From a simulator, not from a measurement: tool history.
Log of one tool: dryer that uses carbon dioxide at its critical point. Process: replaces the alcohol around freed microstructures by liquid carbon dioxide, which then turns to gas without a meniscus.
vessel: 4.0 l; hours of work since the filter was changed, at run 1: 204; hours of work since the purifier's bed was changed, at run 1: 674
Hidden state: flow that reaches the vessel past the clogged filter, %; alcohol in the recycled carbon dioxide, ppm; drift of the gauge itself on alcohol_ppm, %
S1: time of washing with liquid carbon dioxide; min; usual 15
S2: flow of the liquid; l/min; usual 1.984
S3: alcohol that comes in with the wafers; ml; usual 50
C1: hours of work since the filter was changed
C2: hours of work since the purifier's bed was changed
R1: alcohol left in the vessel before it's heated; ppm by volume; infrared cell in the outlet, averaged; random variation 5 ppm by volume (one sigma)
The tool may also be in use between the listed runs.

run 1 hour=0.0 | S1=15 S2=1.984 S3=50 | C1=204 C2=674 | R1=118
run 2 hour=27.7 | S1=15 S2=1.984 S3=50 | C1=221 C2=692 | R1=133
run 3 hour=59.6 | S1=15 S2=1.984 S3=50 | C1=241 C2=712 | R1=129
run 4 hour=85.9 | S1=15 S2=1.984 S3=50 | C1=258 C2=728 | R1=131
run 5 hour=106.9 | S1=15 S2=1.984 S3=95 | C1=271 C2=742 | R1=161
run 6 hour=138.6 | S1=10 S2=1.984 S3=95 | C1=291 C2=761 | R1=478
run 7 hour=155.3 | S1=10 S2=1.984 S3=95 | C1=302 C2=772 | R1=490
run 8 hour=187.0 | S1=10 S2=1.984 S3=95 | C1=321 C2=792 | R1=480
run 9 hour=204.5 | S1=10 S2=1.984 S3=95 | C1=333 C2=803 | R1=504
run 10 hour=234.9 | S1=10 S2=1.984 S3=95 | C1=352 C2=822 | R1=529
-- hour=262.9 inlet filter changed
run 11 hour=262.9 | S1=10 S2=1.984 S3=95 | C1=0 C2=839 | R1=307
run 12 hour=279.8 | S1=10 S2=1.984 S3=95 | C1=11 C2=850 | R1=313
run 13 hour=311.3 | S1=15 S2=1.984 S3=50 | C1=31 C2=870 | R1=148
run 14 hour=345.5 | S1=15 S2=1.984 S3=50 | C1=52 C2=891 | R1=155
run 15 hour=374.7 | S1=15 S2=1.984 S3=50 | C1=70 C2=910 | R1=154
run 16 hour=403.7 | S1=15 S2=1.984 S3=50 | C1=89 C2=928 | R1=160
run 17 hour=432.8 | S1=15 S2=1.984 S3=50 | C1=107 C2=946 | R1=156
run 18 hour=456.8 | S1=15 S2=1.984 S3=50 | C1=122 C2=961 | R1=159
run 19 hour=480.7 | S1=15 S2=1.984 S3=83 | C1=137 C2=976 | R1=168
run 20 hour=498.6 | S1=15 S2=1.984 S3=50 | C1=148 C2=988 | R1=164
run 21 hour=529.1 | S1=15 S2=2.460 S3=50 | C1=168 C2=1007 | R1=156
run 22 hour=561.1 | S1=10 S2=1.984 S3=50 | C1=188 C2=1027 | R1=302
run 23 hour=589.8 | S1=10 S2=1.984 S3=50 | C1=206 C2=1045 | R1=298
run 24 hour=610.6 | S1=10 S2=1.984 S3=53 | C1=219 C2=1058 | R1=327
run 25 hour=644.0 | S1=22 S2=3.340 S3=46 | C1=240 C2=1079 | R1=152
run 26 hour=671.7 | S1=15 S2=2.330 S3=52 | C1=257 C2=1097 | R1=166
run 27 hour=687.7 | S1=15 S2=2.640 S3=52 | C1=268 C2=1107 | R1=167
run 28 hour=716.5 | S1=15 S2=2.640 S3=78 | C1=286 C2=1125 | R1=169
run 29 hour=747.0 | S1=12 S2=1.984 S3=26 | C1=305 C2=1144 | R1=214
run 30 hour=766.1 | S1=21 S2=1.984 S3=40 | C1=317 C2=1156 | R1=164
run 31 hour=781.3 | S1=15 S2=1.510 S3=24 | C1=327 C2=1166 | R1=225
run 32 hour=813.0 | S1=15 S2=1.510 S3=24 | C1=346 C2=1186 | R1=228
run 33 hour=831.2 | S1=15 S2=1.510 S3=24 | C1=358 C2=1197 | R1=228
-- hour=848.8 inlet filter changed
run 34 hour=852.3 | S1=15 S2=1.510 S3=24 | C1=2 C2=1210 | R1=198
run 35 hour=867.5 | S1=15 S2=3.300 S3=89 | C1=12 C2=1219 | R1=188
run 36 hour=896.5 | S1=14 S2=1.350 S3=50 | C1=30 C2=1238 | R1=301
run 37 hour=912.7 | S1=14 S2=1.370 S3=67 | C1=40 C2=1248 | R1=341
run 38 hour=941.2 | S1=18 S2=1.650 S3=67 | C1=58 C2=1266 | R1=205
run 39 hour=966.5 | S1=22 S2=1.490 S3=46 | C1=74 C2=1282 | R1=197
run 40 hour=998.8 | S1=9 S2=2.460 S3=50 | C1=94 C2=1302 | R1=275
run 41 hour=1029.6 | S1=9 S2=2.460 S3=50 | C1=114 C2=1321 | R1=262
run 42 hour=1051.1 | S1=18 S2=1.670 S3=50 | C1=127 C2=1335 | R1=217
run 43 hour=1066.4 | S1=18 S2=1.670 S3=50 | C1=137 C2=1345 | R1=208
run 44 hour=1089.5 | S1=15 S2=1.984 S3=50 | C1=152 C2=1359 | R1=222
run 45 hour=1113.4 | S1=15 S2=1.984 S3=22 | C1=167 C2=1374 | R1=214
run 46 hour=1131.9 | S1=21 S2=2.950 S3=22 | C1=178 C2=1386 | R1=203

Measured less the same run without the tool's hidden state. The same run-to-run variation is in both; the gauge's scatter may not be:
run=1 R1=+108
run=2 R1=+117
run=3 R1=+120
run=4 R1=+121
run=5 R1=+136
run=6 R1=+290
run=7 R1=+294
run=8 R1=+301
run=9 R1=+318
run=10 R1=+343
run=11 R1=+125
run=12 R1=+131
run=13 R1=+129
run=14 R1=+136
run=15 R1=+136
run=16 R1=+142
run=17 R1=+143
run=18 R1=+147
run=19 R1=+151
run=20 R1=+148
run=21 R1=+148
run=22 R1=+196
run=23 R1=+201
run=24 R1=+219
run=25 R1=+152
run=26 R1=+162
run=27 R1=+161
run=28 R1=+167
run=29 R1=+189
run=30 R1=+164
run=31 R1=+197
run=32 R1=+201
run=33 R1=+200
run=34 R1=+174
run=35 R1=+179
run=36 R1=+190
run=37 R1=+198
run=38 R1=+189
run=39 R1=+185
run=40 R1=+203
run=41 R1=+204
run=42 R1=+199
run=43 R1=+199
run=44 R1=+206
run=45 R1=+203
run=46 R1=+197
